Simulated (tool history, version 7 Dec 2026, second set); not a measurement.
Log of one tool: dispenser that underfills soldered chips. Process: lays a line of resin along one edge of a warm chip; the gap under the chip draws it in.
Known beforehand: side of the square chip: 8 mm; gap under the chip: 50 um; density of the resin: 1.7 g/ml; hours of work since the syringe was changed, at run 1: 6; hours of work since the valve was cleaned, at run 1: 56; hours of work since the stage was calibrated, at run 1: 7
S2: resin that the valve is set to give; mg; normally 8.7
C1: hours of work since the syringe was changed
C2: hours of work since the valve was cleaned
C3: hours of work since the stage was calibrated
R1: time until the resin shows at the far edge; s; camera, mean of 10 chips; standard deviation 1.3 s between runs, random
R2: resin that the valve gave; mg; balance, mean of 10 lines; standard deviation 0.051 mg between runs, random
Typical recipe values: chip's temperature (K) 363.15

Run 1, day 0: usual settings; C1 6; C2 56; C3 7. Result: R1 173.3 s, R2 8.27 mg.
At day 0.038: new syringe of resin.
Run 2, day 0.242: usual settings; C1 4; C2 60; C3 11. Result: R1 154.6 s, R2 8.3 mg.
At day 0.408: new syringe of resin.
Run 3, day 0.496: usual settings; C1 2; C2 65; C3 16. Result: R1 139.8 s, R2 8.19 mg.
At day 0.767: new syringe of resin.
Run 4, day 0.767: usual settings; C1 0; C2 69; C3 21. Result: R1 123.8 s, R2 8.12 mg.
Run 5, day 1.033: usual settings; C1 5; C2 74; C3 25. Result: R1 163.4 s, R2 8.12 mg.
At day 1.129: new syringe of resin.
Run 6, day 1.208: usual settings; C1 1; C2 77; C3 28. Result: R1 138.9 s, R2 8.18 mg.
Run 7, day 1.342: usual settings; C1 4; C2 80; C3 31. Result: R1 158.9 s, R2 8.09 mg.
At day 1.488: new syringe of resin.
Run 8, day 1.542: usual settings but chip's temperature (K) 364.15, S2 8.67 mg; C1 1; C2 83; C3 34. Result: R1 130.1 s, R2 8.03 mg.
Run 9, day 1.746: usual settings but chip's temperature (K) 353.15, S2 8.45 mg; C1 5; C2 87; C3 38. Result: R1 243 s, R2 7.81 mg.
At day 1.85: new syringe of resin.
Run 10, day 1.9: usual settings but chip's temperature (K) 357.15, S2 8.99 mg; C1 1; C2 89; C3 40. Result: R1 167.6 s, R2 8.25 mg.
Run 11, day 2.129: usual settings but chip's temperature (K) 372.15, S2 10.99 mg; C1 5; C2 93; C3 45. Result: R1 117.6 s, R2 10.15 mg.
At day 2.212: new syringe of resin.
Run 12, day 2.275: usual settings but chip's temperature (K) 361.15, S2 10.75 mg; C1 1; C2 96; C3 47. Result: R1 144.3 s, R2 9.83 mg.
Run 13, day 2.55: usual settings but chip's temperature (K) 361.15, S2 10.75 mg; C1 6; C2 101; C3 52. Result: R1 184.3 s, R2 9.7 mg.
At day 2.592: new syringe of resin.
Run 14, day 2.842: usual settings but chip's temperature (K) 360.15, S2 10.96 mg; C1 5; C2 106; C3 57. Result: R1 179.1 s, R2 9.95 mg.

Branching from run 14: 5 alternative next runs. What would each branch give?
At day 2.946: new syringe of resin.
Run A, day 3.133: usual settings but chip's temperature (K) 349.15, S2 7.71 mg; C1 3; C2 111; C3 62. Result: R1 ?, R2 ?.
At day 2.946: new syringe of resin.
Run B, day 3.133: usual settings but chip's temperature (K) 349.15, S2 10.94 mg; C1 3; C2 111; C3 62. Result: R1 ?, R2 ?.
At day 2.946: new syringe of resin.
Run C, day 3.133: usual settings but chip's temperature (K) 376.15, S2 9.01 mg; C1 3; C2 111; C3 62. Result: R1 ?, R2 ?.
At day 2.946: new syringe of resin.
Run D, day 3.133: usual settings but chip's temperature (K) 350.15, S2 10.5 mg; C1 3; C2 111; C3 62. Result: R1 ?, R2 ?.
At day 2.946: new syringe of resin.
Run E, day 3.133: usual settings but chip's temperature (K) 374.15, S2 10.07 mg; C1 3; C2 111; C3 62. Result: R1 ?, R2 ?.

run     R1    R2
  A  262.5  6.93
  B  243.2  9.93
  C   95.1  8.17
  D  239.6  9.52
  E   98.4  9.08
Take away the tool's hidden state, keep each run's random variation, and the runs would have read:
run     R1     R2
  A  216.2   7.69
  B    205  11.01
  C   79.3   9.05
  D  201.7  10.56
  E   82.6  10.07

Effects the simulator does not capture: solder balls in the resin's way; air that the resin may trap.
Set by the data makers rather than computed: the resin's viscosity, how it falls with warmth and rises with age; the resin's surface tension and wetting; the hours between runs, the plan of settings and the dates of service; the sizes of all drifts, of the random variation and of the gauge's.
